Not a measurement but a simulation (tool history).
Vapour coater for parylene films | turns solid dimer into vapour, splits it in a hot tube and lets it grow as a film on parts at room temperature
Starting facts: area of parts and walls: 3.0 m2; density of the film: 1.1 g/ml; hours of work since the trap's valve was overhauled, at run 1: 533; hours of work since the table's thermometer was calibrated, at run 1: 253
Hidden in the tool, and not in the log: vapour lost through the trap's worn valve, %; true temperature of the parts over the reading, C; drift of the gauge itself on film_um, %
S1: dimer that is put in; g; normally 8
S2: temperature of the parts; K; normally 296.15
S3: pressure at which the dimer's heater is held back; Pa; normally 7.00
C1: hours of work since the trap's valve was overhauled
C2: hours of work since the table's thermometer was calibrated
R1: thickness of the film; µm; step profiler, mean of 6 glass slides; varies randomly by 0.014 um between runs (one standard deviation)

run	hour	S1	S2	S3	C1	C2	R1
1	0.0	8	296.15	7.00	533	253	1.57
2	11.9	5	296.15	7.00	539	259	0.98
3	20.7	5	296.15	7.00	543	263	0.97
# hour 32.5: trap's valve overhauled
4	32.5	9	296.15	7.00	0	266	1.99
5	41.7	9	296.15	7.00	4	270	2.00
6	48.1	9	296.15	7.00	7	273	1.98
7	60.0	6	296.15	7.00	12	279	1.33
8	67.4	8	296.15	2.17	16	282	2.16
9	74.4	5	296.15	7.00	19	285	1.12
10	89.7	5	296.15	7.00	26	292	1.12
11	103.4	4	296.15	7.00	32	298	0.89
12	114.9	4	296.15	7.00	37	303	0.88
13	129.8	8	296.15	3.36	44	310	1.96
# hour 132.1: table's thermometer calibrated
14	142.1	8	293.15	7.00	49	5	1.92
15	155.1	8	293.15	7.00	55	10	1.94
16	162.3	8	293.15	7.00	58	14	1.95
17	178.2	8	293.15	7.00	65	21	1.92
18	192.7	12	293.15	7.00	72	27	2.90
19	203.7	8	296.15	7.00	77	32	1.73
20	218.0	8	296.15	7.00	83	39	1.75
# hour 228.5: table's thermometer calibrated, once more
21	229.2	8	303.15	7.00	88	0	1.39
22	241.0	8	303.15	7.00	93	6	1.38
23	251.4	8	296.15	5.45	98	10	1.81
24	258.4	4	289.15	2.30	101	14	1.16
25	267.4	4	289.15	2.30	105	18	1.15
26	282.3	4	296.15	6.78	112	24	0.84
27	291.6	12	288.15	6.78	116	29	3.34
28	300.9	12	288.15	6.78	121	33	3.35
29	308.5	12	288.15	6.78	124	36	3.37
30	324.5	8	291.15	7.41	131	43	2.01
31	331.4	8	291.15	7.41	134	47	1.99
32	340.1	8	291.15	7.41	138	50	2.00
33	350.2	8	294.15	7.00	143	55	1.81
34	364.3	9	296.15	2.13	149	61	2.38
35	377.3	9	296.15	2.13	155	67	2.39
36	383.7	5	292.15	2.63	158	70	1.45
37	394.1	5	292.15	2.63	163	75	1.44
38	402.3	5	292.15	2.63	166	79	1.42
39	408.9	5	292.15	2.63	169	82	1.40
40	417.1	5	292.15	2.63	173	85	1.43
41	430.2	11	296.15	2.91	179	91	2.74
42	440.9	4	289.15	4.50	184	96	1.13
43	454.2	12	307.15	7.88	190	102	1.75
44	461.8	8	295.15	7.00	193	106	1.75
45	469.9	8	295.15	7.00	197	109	1.74

Here are 3 independent what-if runs from the current tool condition. What would each one return?
A	480.5	4	296.15	7.00	202	114	?
B	480.5	8	296.15	9.70	202	114	?
C	480.5	4	296.15	2.49	202	114	?

run	R1
A	0.85
B	1.61
C	1.01
The same runs, with their run-to-run variation unchanged, on a tool lacking any hidden condition would have given:
run	R1
A	0.89
B	1.68
C	1.06
